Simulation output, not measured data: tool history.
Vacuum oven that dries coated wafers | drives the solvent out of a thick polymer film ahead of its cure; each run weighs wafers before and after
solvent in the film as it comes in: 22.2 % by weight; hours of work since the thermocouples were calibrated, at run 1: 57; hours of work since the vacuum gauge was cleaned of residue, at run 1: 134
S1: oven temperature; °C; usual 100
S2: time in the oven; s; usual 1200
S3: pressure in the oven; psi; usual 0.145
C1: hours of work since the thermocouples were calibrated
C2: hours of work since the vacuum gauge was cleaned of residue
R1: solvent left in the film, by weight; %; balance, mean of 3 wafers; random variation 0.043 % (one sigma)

run,hour,S1,S2,S3,C1,C2,R1
1,0.0,100,1200,0.145,57,134,4.56
2,72.5,100,1200,0.103,105,181,4.39
3,132.7,100,1200,0.103,144,220,4.47
4,163.4,100,1200,0.103,164,240,4.58
5,227.7,100,1200,0.103,205,282,4.39
6,295.3,100,1200,0.171,249,326,4.71
7,362.9,100,1200,0.171,293,370,4.70
8,434.2,100,1200,0.171,339,416,4.81
9,506.6,97,1020,0.334,386,463,7.19
10,579.4,105,900,0.123,434,510,5.25
# hour 585.2: oven's thermocouples calibrated
11,625.0,105,900,0.123,26,539,5.33
12,662.2,105,900,0.123,50,563,5.36
13,708.7,90,1020,0.110,80,593,8.59
14,768.4,87,1200,0.157,119,632,8.34
# hour 803.1: oven's thermocouples calibrated, once more
15,832.7,97,1500,0.364,19,672,4.80
16,901.0,95,1200,0.145,64,716,5.94

Forecast each of these 4 alternatives for the next run:
A,942.6,87,840,0.342,91,743,?
B,942.6,99,960,0.228,91,743,?
C,942.6,111,1200,0.441,91,743,?
D,942.6,115,1200,0.145,91,743,?

run,R1
A,10.94
B,6.55
C,3.08
D,1.75
Without the tool's hidden state the same runs would have given:
run,R1
A,10.80
B,6.42
C,2.98
D,1.67

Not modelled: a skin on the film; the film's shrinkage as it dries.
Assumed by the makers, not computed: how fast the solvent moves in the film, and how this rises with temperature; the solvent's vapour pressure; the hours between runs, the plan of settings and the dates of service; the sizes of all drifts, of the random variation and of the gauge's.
